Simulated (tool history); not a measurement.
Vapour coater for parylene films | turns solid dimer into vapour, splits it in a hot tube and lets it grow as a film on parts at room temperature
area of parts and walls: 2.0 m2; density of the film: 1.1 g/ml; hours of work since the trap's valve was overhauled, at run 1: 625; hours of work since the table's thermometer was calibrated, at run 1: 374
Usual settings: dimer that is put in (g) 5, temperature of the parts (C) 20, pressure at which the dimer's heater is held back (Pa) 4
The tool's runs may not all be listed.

run	day	dimer that is put in (g)	temperature of the parts (C)	pressure at which the dimer's heater is held back (Pa)	hours of work since the trap's valve was overhauled	hours of work since the table's thermometer was calibrated	thickness of the film (nm)
1	0	5	20	4	625	374	1542
# day 0.617: trap's valve overhauled
2	1.221	5	20	9.62	10	391	1412
3	1.742	5	20	9.62	18	399	1404
4	2.312	5	20	4	27	408	1633
5	2.842	8	20	4	36	417	2622
6	3.925	8	20	4	53	434	2605
7	4.425	8	20	4	61	442	2611
8	5.088	5	13	4	72	453	2196
9	5.979	5	31	4	86	467	991
10	7.158	5	31	4	105	486	992
11	7.671	5	31	4	113	494	989
12	8.321	5	20	4	124	505	1627
13	8.875	5	12	4	133	514	2193
14	9.471	5	12	4	142	523	2178
15	10.271	5	12	4	155	536	2187
16	11.092	5	22	4	168	549	1485
17	11.721	5	22	4	179	560	1489
18	12.475	5	20	4	191	572	1633
19	12.954	4	14	6.49	198	579	1581
20	13.962	4	14	6.49	215	596	1574
21	14.892	5	20	4.09	229	611	1630
22	15.633	4	20	2.25	241	622	1436
23	16.354	4	20	2.25	253	634	1427
24	17.133	6	19	2.25	265	647	2259
25	18.271	9	15	2.25	284	665	3850
26	18.746	4	25	9.27	291	673	897
27	19.667	5	18	4	306	687	1782
28	20.15	5	18	10.57	314	695	1502
29	21.2	8	29	2.38	331	712	1899
30	22.108	8	14	4.15	346	727	3383
31	23.2	8	14	3.4	363	744	3416
32	23.712	5	15	4	371	752	2042
33	24.267	6	20	6.92	380	761	1770
34	25.325	2	20	3.5	397	778	664
35	26.429	2	20	3.5	415	796	662

5 ways to go on from here, each from the tool as it stands after run 35. What would each give?
A	27.358	5	22	6.36	430	811	?
B	27.358	4	19	7.79	430	811	?
C	27.358	4	20	4	430	811	?
D	27.358	5	14	4	430	811	?
E	27.358	8	30	3.5	430	811	?

run	thickness of the film (nm)
A	1368
B	1206
C	1302
D	2108
E	1694
Without the tool's hidden state the same runs would have given:
run	thickness of the film (nm)
A	1342
B	1183
C	1278
D	2078
E	1662
